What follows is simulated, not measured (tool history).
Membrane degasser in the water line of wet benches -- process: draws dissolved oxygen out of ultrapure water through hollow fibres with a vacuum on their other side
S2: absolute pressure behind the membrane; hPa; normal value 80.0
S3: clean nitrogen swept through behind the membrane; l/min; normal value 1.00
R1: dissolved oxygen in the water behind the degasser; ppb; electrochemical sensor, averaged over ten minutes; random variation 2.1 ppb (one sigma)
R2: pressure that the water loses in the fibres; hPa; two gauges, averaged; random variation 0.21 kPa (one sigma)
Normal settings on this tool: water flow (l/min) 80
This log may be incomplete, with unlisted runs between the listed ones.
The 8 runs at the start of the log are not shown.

Run 9, hour 1401.1: usual settings but water flow (l/min) 97. Result: R1 713.9 ppb, R2 665.0 hPa.
Run 10, hour 1605.3: usual settings but water flow (l/min) 97. Result: R1 709.5 ppb, R2 666.0 hPa.
Run 11, hour 1721.2: usual settings but water flow (l/min) 97. Result: R1 712.0 ppb, R2 664.4 hPa.
Run 12, hour 1871.0: usual settings. Result: R1 626.1 ppb, R2 549.6 hPa.
Run 13, hour 2049.8: usual settings. Result: R1 626.3 ppb, R2 549.7 hPa.
Run 14, hour 2171.2: usual settings but S2 197.9 hPa. Result: R1 1878.1 ppb, R2 549.6 hPa.
Run 15, hour 2387.2: usual settings but S2 197.9 hPa. Result: R1 1868.8 ppb, R2 547.2 hPa.
At hour 2405.4: vacuum gauge calibrated.
Run 16, hour 2610.2: usual settings but S2 196.8 hPa. Result: R1 1859.8 ppb, R2 549.4 hPa.
Run 17, hour 2791.0: usual settings but S2 124.7 hPa, S3 1.66 l/min. Result: R1 818.8 ppb, R2 552.1 hPa.
Run 18, hour 2972.0: usual settings but water flow (l/min) 57, S2 186.4 hPa, S3 0.43 l/min. Result: R1 2309.7 ppb, R2 397.1 hPa.
Run 19, hour 3069.7: usual settings but water flow (l/min) 64, S2 103.3 hPa. Result: R1 780.0 ppb, R2 446.3 hPa.
Run 20, hour 3282.3: usual settings but water flow (l/min) 64, S2 103.3 hPa. Result: R1 778.5 ppb, R2 442.8 hPa.
At hour 3338.3: vacuum gauge calibrated, once more.
Run 21, hour 3401.3: usual settings but water flow (l/min) 68, S2 120.7 hPa, S3 1.43 l/min. Result: R1 762.3 ppb, R2 476.4 hPa.
Run 22, hour 3607.6: usual settings but water flow (l/min) 48, S2 70.8 hPa, S3 0.74 l/min. Result: R1 429.9 ppb, R2 337.9 hPa.
Run 23, hour 3795.4: usual settings but water flow (l/min) 48, S2 70.8 hPa, S3 0.74 l/min. Result: R1 434.1 ppb, R2 338.8 hPa.
Run 24, hour 4009.8: usual settings but water flow (l/min) 48, S2 70.8 hPa, S3 0.74 l/min. Result: R1 432.9 ppb, R2 337.4 hPa.
Run 25, hour 4149.4: usual settings but water flow (l/min) 48, S2 70.8 hPa, S3 0.74 l/min. Result: R1 431.5 ppb, R2 343.3 hPa.
Run 26, hour 4315.6: usual settings but water flow (l/min) 110. Result: R1 766.3 ppb, R2 775.7 hPa.
Run 27, hour 4437.3: usual settings but water flow (l/min) 68, S2 50.2 hPa, S3 0.43 l/min. Result: R1 360.4 ppb, R2 479.6 hPa.
Run 28, hour 4599.2: usual settings but water flow (l/min) 99, S3 0.53 l/min. Result: R1 995.3 ppb, R2 703.0 hPa.
Run 29, hour 4746.5: usual settings but water flow (l/min) 64, S2 118.3 hPa, S3 1.69 l/min. Result: R1 629.8 ppb, R2 453.8 hPa.
Run 30, hour 4908.1: usual settings but water flow (l/min) 64, S2 118.3 hPa, S3 1.69 l/min. Result: R1 627.2 ppb, R2 455.8 hPa.

Below are 5 alternative next runs, each starting from the tool's condition after run 30. Predict each:
Run A, hour 5123.6: usual settings but water flow (l/min) 113, S2 155.4 hPa, S3 1.53 l/min. Result: R1 ?, R2 ?.
Run B, hour 5123.6: usual settings but water flow (l/min) 96, S2 65.3 hPa, S3 1.24 l/min. Result: R1 ?, R2 ?.
Run C, hour 5123.6: usual settings but water flow (l/min) 64, S2 118.3 hPa, S3 1.93 l/min. Result: R1 ?, R2 ?.
Run D, hour 5123.6: usual settings but water flow (l/min) 64, S2 142.1 hPa, S3 1.10 l/min. Result: R1 ?, R2 ?.
Run E, hour 5123.6: usual settings but water flow (l/min) 74. Result: R1 ?, R2 ?.

run      R1     R2
  A  1406.1  805.1
  B   443.3  684.4
  C   567.6  455.1
  D  1069.1  457.3
  E   587.8  526.9
The same runs, with their run-to-run variation unchanged, on a tool lacking any hidden condition would have given:
run      R1     R2
  A  1391.1  715.4
  B   429.5  608.0
  C   562.0  404.2
  D  1065.4  406.5
  E   581.3  468.2

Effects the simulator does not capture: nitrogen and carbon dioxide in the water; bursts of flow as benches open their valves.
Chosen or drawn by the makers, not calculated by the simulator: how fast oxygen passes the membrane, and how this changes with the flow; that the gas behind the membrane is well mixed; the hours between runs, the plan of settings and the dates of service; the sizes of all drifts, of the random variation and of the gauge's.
